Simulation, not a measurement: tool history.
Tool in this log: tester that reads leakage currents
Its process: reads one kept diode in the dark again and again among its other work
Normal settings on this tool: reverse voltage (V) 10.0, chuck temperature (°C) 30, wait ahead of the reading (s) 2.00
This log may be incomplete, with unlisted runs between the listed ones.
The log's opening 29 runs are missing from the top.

run,hour,reverse voltage (V),chuck temperature (°C),wait ahead of the reading (s),current that the tester gives (pA)
30,2860.4,2.1,32,0.41,89.02
31,3017.0,1.8,22,0.31,40.04
32,3113.1,1.1,23,2.00,33.91
33,3181.0,14.6,51,2.14,744.32
34,3305.8,14.6,51,2.14,743.36
35,3384.8,1.3,33,5.72,77.71
36,3551.1,15.5,55,1.98,986.65
37,3682.0,15.5,55,1.98,994.42
38,3849.6,2.7,32,0.47,100.02
39,3929.1,2.7,46,0.85,265.67
40,4060.6,2.2,23,5.17,44.77
41,4131.9,2.2,40,5.17,159.05

Predict each of these 3 candidate next runs independently; none follows another, all start after run 41:
A,4251.0,3.1,30,2.84,?
B,4251.0,11.1,54,4.62,?
C,4251.0,10.7,32,0.65,?

run,current that the tester gives (pA)
A,88.80
B,805.60
C,177.75
Had the tool no hidden state, the same runs would have come out as:
run,current that the tester gives (pA)
A,88.94
B,806.80
C,177.97

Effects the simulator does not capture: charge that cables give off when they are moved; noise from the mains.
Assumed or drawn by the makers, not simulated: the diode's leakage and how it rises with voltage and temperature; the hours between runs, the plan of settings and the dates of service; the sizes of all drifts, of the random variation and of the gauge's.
